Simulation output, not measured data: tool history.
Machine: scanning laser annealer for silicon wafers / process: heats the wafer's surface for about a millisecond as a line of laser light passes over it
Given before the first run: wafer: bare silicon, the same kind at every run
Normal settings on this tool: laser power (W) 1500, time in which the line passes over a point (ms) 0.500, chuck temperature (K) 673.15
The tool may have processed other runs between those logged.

| run | hour | laser power (W) | time in which the line passes over a point (ms) | chuck temperature (K) | highest temperature of the surface (K) |
|---|---|---|---|---|---|
| 1 | 0.0 | 1500 | 0.500 | 673.15 | 1515.15 |
| 2 | 23.0 | 1500 | 0.500 | 673.15 | 1514.15 |
| 3 | 42.3 | 1500 | 0.500 | 673.15 | 1514.15 |
| 4 | 77.5 | 1500 | 0.500 | 673.15 | 1512.15 |
| 5 | 105.2 | 1500 | 0.500 | 673.15 | 1514.15 |
| 6 | 135.4 | 1500 | 0.500 | 673.15 | 1511.15 |
| 7 | 150.8 | 1500 | 0.500 | 673.15 | 1509.15 |
| 8 | 167.8 | 1500 | 0.500 | 673.15 | 1507.15 |
| 9 | 189.7 | 1500 | 0.500 | 673.15 | 1510.15 |
| 10 | 210.1 | 1500 | 0.598 | 673.15 | 1597.15 |
| 11 | 241.8 | 1572 | 0.518 | 661.15 | 1560.15 |
| 12 | 274.1 | 1305 | 0.500 | 673.15 | 1386.15 |
| 13 | 306.2 | 1619 | 0.378 | 677.15 | 1451.15 |
| 14 | 326.0 | 1619 | 0.378 | 677.15 | 1454.15 |
| 15 | 362.3 | 1624 | 0.522 | 673.15 | 1602.15 |
| 16 | 385.0 | 1442 | 0.522 | 673.15 | 1489.15 |
| 17 | 403.0 | 1285 | 0.522 | 663.15 | 1375.15 |

Forecast run 18:
| 18 | 433.2 | 1285 | 0.438 | 694.15 | ? |

{"run 18": {"highest temperature of the surface (K)": 1339.15}}
Had the tool carried no hidden state, the very same run would have given highest temperature of the surface (K) 1355.15.
